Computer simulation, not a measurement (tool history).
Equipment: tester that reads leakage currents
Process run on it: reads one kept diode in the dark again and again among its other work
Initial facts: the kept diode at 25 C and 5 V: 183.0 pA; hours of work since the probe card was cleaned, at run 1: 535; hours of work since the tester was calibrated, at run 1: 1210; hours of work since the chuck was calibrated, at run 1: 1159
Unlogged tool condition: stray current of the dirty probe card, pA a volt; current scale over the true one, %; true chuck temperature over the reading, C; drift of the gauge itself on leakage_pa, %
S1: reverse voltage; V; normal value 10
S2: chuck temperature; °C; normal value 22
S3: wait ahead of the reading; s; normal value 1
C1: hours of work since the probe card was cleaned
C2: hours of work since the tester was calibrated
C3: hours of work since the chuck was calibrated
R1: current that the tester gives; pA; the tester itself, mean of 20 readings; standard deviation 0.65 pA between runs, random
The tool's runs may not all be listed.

Run 1, hour 0: usual settings; C1 535; C2 1210; C3 1159. Result: R1 204.04 pA.
Run 2, hour 55.2: usual settings; C1 566; C2 1241; C3 1190. Result: R1 203.65 pA.
Run 3, hour 91.8: usual settings; C1 587; C2 1262; C3 1211. Result: R1 203.58 pA.
Run 4, hour 141.9: usual settings but S3 6.85 s; C1 615; C2 1290; C3 1239. Result: R1 202.32 pA.
Run 5, hour 189.9: usual settings but S3 6.85 s; C1 642; C2 1317; C3 1266. Result: R1 201.27 pA.
Run 6, hour 233: usual settings but S3 6.85 s; C1 666; C2 1341; C3 1290. Result: R1 202.5 pA.
Run 7, hour 287.4: usual settings but S3 6.85 s; C1 697; C2 1372; C3 1321. Result: R1 201.82 pA.
Run 8, hour 310.5: usual settings but S3 6.85 s; C1 710; C2 1385; C3 1334. Result: R1 201.69 pA.
Run 9, hour 348.1: usual settings but S3 1.09 s; C1 731; C2 1407; C3 1355. Result: R1 202.77 pA.
Run 10, hour 382.8: usual settings but S2 25 °C; C1 751; C2 1426; C3 1375. Result: R1 262.26 pA.
Run 11, hour 417: usual settings but S2 25 °C; C1 770; C2 1445; C3 1394. Result: R1 261.3 pA.

The next listed run, before its measurement:
Run 12, hour 467.1: usual settings but S1 5.1 V, S2 25 °C, S3 1.45 s; C1 799; C2 1474; C3 1423. Result: R1 ?.

R1: 173.99 pA
Minus the tool's unlogged condition, the same run would have read R1 185.78 pA.
